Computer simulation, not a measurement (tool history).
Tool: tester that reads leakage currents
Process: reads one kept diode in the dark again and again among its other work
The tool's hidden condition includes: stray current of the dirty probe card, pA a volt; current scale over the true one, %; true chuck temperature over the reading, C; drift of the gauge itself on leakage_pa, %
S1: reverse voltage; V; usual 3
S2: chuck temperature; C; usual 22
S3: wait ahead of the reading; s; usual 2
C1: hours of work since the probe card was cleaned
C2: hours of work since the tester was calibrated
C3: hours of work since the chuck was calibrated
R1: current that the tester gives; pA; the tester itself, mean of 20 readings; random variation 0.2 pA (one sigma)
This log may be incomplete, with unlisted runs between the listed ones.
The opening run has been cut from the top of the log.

| run | hour | S1 | S2 | S3 | C1 | C2 | C3 | R1 |
|---|---|---|---|---|---|---|---|---|
| 2 | 24.6 | 3 | 22 | 0.64 | 380 | 1307 | 137 | 66.32 |
| 3 | 41.4 | 3 | 22 | 2 | 388 | 1315 | 145 | 65.44 |
| 4 | 67.6 | 3 | 22 | 2 | 400 | 1327 | 157 | 65.58 |
| 5 | 83.9 | 3 | 22 | 2 | 407 | 1335 | 164 | 65.26 |
| 6 | 109.6 | 3 | 22 | 2 | 419 | 1347 | 176 | 65.7 |
| 7 | 128.6 | 3 | 22 | 2 | 428 | 1356 | 185 | 65.35 |
| 8 | 148.4 | 3 | 22 | 2 | 437 | 1365 | 194 | 65.57 |
| 9 | 165.8 | 3 | 22 | 2 | 445 | 1373 | 203 | 65.21 |
| 10 | 195.1 | 3 | 22 | 9.7 | 459 | 1387 | 216 | 65.29 |
| 11 | 211.7 | 3 | 22 | 2 | 467 | 1394 | 224 | 65.53 |
| 12 | 231.6 | 3 | 22 | 2 | 476 | 1404 | 233 | 65.75 |
| 13 | 254 | 3 | 22 | 2 | 487 | 1414 | 244 | 65.64 |
| 14 | 279.2 | 3 | 22 | 2 | 498 | 1426 | 255 | 65.62 |
| 15 | 293.9 | 3 | 25 | 2 | 505 | 1433 | 262 | 83.11 |
| 16 | 308.8 | 3 | 22 | 2 | 512 | 1440 | 269 | 65.86 |
| 17 | 331 | 3 | 22 | 2 | 522 | 1450 | 279 | 65.43 |
| 18 | 354.3 | 3 | 38 | 2 | 533 | 1461 | 290 | 227.01 |
| 19 | 371.9 | 3 | 45 | 2 | 541 | 1469 | 299 | 374.05 |
| 20 | 400.2 | 2.16 | 23 | 2 | 555 | 1482 | 312 | 62.95 |
| 21 | 414 | 2.16 | 40 | 7.7 | 561 | 1489 | 318 | 232.93 |
| 22 | 444.4 | 2.02 | 22 | 5.69 | 575 | 1503 | 332 | 56.27 |
| 23 | 471.4 | 2.02 | 22 | 5.69 | 588 | 1515 | 345 | 56.11 |
| 24 | 491.7 | 3 | 30 | 5.48 | 597 | 1525 | 354 | 122.91 |
| 25 | 504 | 12.36 | 46 | 1.42 | 603 | 1530 | 360 | 674.99 |
| 26 | 527.1 | 12.36 | 46 | 1.42 | 614 | 1541 | 371 | 679 |

The next listed run, before its measurement:
| 27 | 552.1 | 12.36 | 46 | 1.42 | 625 | 1553 | 382 | ? |

{"run 27": {"R1": 678.42}}
Were there no unlogged condition in the tool, this run, its random variation unchanged, would have produced R1 678.34 pA.

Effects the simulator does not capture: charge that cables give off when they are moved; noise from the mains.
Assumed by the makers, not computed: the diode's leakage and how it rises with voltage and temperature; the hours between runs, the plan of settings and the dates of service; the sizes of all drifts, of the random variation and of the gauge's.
